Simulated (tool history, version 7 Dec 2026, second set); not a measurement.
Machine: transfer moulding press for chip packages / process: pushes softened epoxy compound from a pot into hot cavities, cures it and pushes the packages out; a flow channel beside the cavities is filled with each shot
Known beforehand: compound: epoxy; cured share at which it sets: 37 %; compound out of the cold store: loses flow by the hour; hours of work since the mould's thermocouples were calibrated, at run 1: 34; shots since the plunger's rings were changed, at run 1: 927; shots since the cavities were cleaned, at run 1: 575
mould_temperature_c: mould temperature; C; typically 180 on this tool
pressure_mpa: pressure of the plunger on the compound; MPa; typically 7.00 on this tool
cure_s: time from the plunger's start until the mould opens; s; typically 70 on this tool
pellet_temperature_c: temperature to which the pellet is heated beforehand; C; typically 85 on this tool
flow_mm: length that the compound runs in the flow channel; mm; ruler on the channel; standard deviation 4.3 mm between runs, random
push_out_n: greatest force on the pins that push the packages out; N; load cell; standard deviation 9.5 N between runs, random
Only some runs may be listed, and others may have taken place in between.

run	hour	mould_temperature_c	pressure_mpa	cure_s	pellet_temperature_c	hours of work since the mould's thermocouples were calibrated	shots since the plunger's rings were changed	shots since the cavities were cleaned	incoming compound's hours out of the cold store	flow_mm	push_out_n
1	0.0	180	7.00	70	85	34	927	575	43.9	494	617
2	5.7	180	7.00	70	85	39	1039	687	12.5	528	669
# hour 8.6: cavities cleaned with cleaning compound and waxed
3	18.0	180	7.00	70	85	47	1251	184	9.6	531	767
4	24.4	180	7.00	70	85	51	1378	311	17.8	516	748
5	31.6	180	7.00	70	85	57	1519	452	22.1	519	744
6	38.3	180	7.00	70	85	61	1652	585	21.2	507	776
# hour 46.1: cavities cleaned with cleaning compound and waxed
7	48.6	180	7.00	70	85	68	1824	49	38.2	494	461
8	58.9	180	7.00	70	85	75	2028	253	21.0	511	554
# hour 62.5: cavities cleaned with cleaning compound and waxed, once more
9	68.4	180	7.00	70	85	81	2185	116	33.0	505	499
10	77.0	180	7.00	70	85	88	2355	286	18.6	511	579
11	84.2	180	7.00	70	85	93	2497	428	15.3	510	610
12	92.0	180	7.00	71	85	99	2649	580	17.6	511	639
# hour 99.9: cavities cleaned with cleaning compound and waxed
13	100.1	185	7.00	94	75	103	2779	3	41.2	475	354
14	108.9	185	6.49	107	79	110	2953	177	43.5	453	412
15	117.7	183	6.49	80	79	116	3127	351	16.2	483	477
16	127.2	180	7.00	70	90	123	3314	538	40.7	476	604
17	134.7	180	6.59	108	85	129	3462	686	37.5	473	541
# hour 137.6: cavities cleaned with cleaning compound and waxed
18	140.7	180	6.59	108	85	132	3549	60	25.0	484	380
19	147.3	184	6.22	70	85	137	3679	190	11.7	480	476
20	152.1	181	7.00	107	85	140	3774	285	27.1	491	459

4 options for the next run, each taken on its own from the tool as it stands now. Forecast them:
A	158.0	177	6.33	70	78	145	3890	401	31.2	?	?
B	158.0	178	7.00	70	85	145	3890	401	37.2	?	?
C	158.0	187	7.00	107	85	145	3890	401	30.1	?	?
D	158.0	175	6.83	50	85	145	3890	401	40.0	?	?

run	flow_mm	push_out_n
A	470	739
B	491	683
C	483	495
D	488	1847
Take away the tool's hidden state, keep each run's random variation, and the runs would have read:
run	flow_mm	push_out_n
A	493	527
B	515	488
C	506	364
D	511	1326
